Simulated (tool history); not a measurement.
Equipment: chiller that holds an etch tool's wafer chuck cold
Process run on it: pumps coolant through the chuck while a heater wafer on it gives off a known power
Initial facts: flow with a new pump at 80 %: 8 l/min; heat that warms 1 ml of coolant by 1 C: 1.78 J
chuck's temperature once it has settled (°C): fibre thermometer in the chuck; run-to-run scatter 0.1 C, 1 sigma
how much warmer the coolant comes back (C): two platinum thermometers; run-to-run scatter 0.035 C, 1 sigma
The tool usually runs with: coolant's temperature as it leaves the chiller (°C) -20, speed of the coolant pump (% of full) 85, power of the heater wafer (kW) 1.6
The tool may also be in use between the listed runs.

| run | hour | coolant's temperature as it leaves the chiller (°C) | speed of the coolant pump (% of full) | power of the heater wafer (kW) | chuck's temperature once it has settled (°C) | how much warmer the coolant comes back (C) |
|---|---|---|---|---|---|---|
| 1 | 0 | -20 | 85 | 1.6 | -2.9 | 6.31 |
| 2 | 55.2 | -20 | 85 | 1.6 | -3.1 | 6.31 |
| 3 | 114.1 | -20 | 85 | 2.164 | 3.3 | 8.51 |
| 4 | 145 | -20 | 85 | 2.164 | 3.2 | 8.56 |
| 5 | 177.2 | -20 | 85 | 2.164 | 3.1 | 8.6 |
| 6 | 201.7 | -23 | 85 | 1.6 | -5.8 | 6.43 |
| 7 | 236.2 | -20 | 85 | 1.6 | -2.7 | 6.33 |
| 8 | 283.5 | -20 | 85 | 1.6 | -2.7 | 6.38 |
| 9 | 336.6 | -11 | 88 | 1.6 | 5.8 | 6.15 |
| 10 | 371.8 | -20 | 83 | 1.6 | -2.3 | 6.58 |
|  | 379.6 | chiller's thermometer calibrated |
| 11 | 409 | -16 | 70 | 1.6 | 3.9 | 7.91 |
| 12 | 454 | -24 | 68 | 2.169 | 3.4 | 11.06 |
| 13 | 494.6 | -14 | 91 | 1.6 | 2.3 | 6.01 |
| 14 | 548.9 | -20 | 73 | 1.6 | -0.7 | 7.61 |
| 15 | 591.2 | -15 | 85 | 1.723 | 3.3 | 6.92 |

Forecast each of these 4 alternatives for the next run:
| A | 646.3 | -29 | 85 | 1.281 | ? | ? |
| B | 646.3 | -20 | 64 | 1.6 | ? | ? |
| C | 646.3 | -17 | 85 | 0.847 | ? | ? |
| D | 646.3 | -21 | 85 | 2.047 | ? | ? |

| run | chuck's temperature once it has settled (°C) | how much warmer the coolant comes back (C) |
|---|---|---|
| A | -15.2 | 5.17 |
| B | 1.4 | 8.79 |
| C | -8 | 3.49 |
| D | 1 | 8.26 |
Take away the tool's hidden state, keep each run's random variation, and the runs would have read:
| run | chuck's temperature once it has settled (°C) | how much warmer the coolant comes back (C) |
|---|---|---|
| A | -15.2 | 5.02 |
| B | 1.3 | 8.63 |
| C | -8 | 3.34 |
| D | 0.9 | 8.1 |

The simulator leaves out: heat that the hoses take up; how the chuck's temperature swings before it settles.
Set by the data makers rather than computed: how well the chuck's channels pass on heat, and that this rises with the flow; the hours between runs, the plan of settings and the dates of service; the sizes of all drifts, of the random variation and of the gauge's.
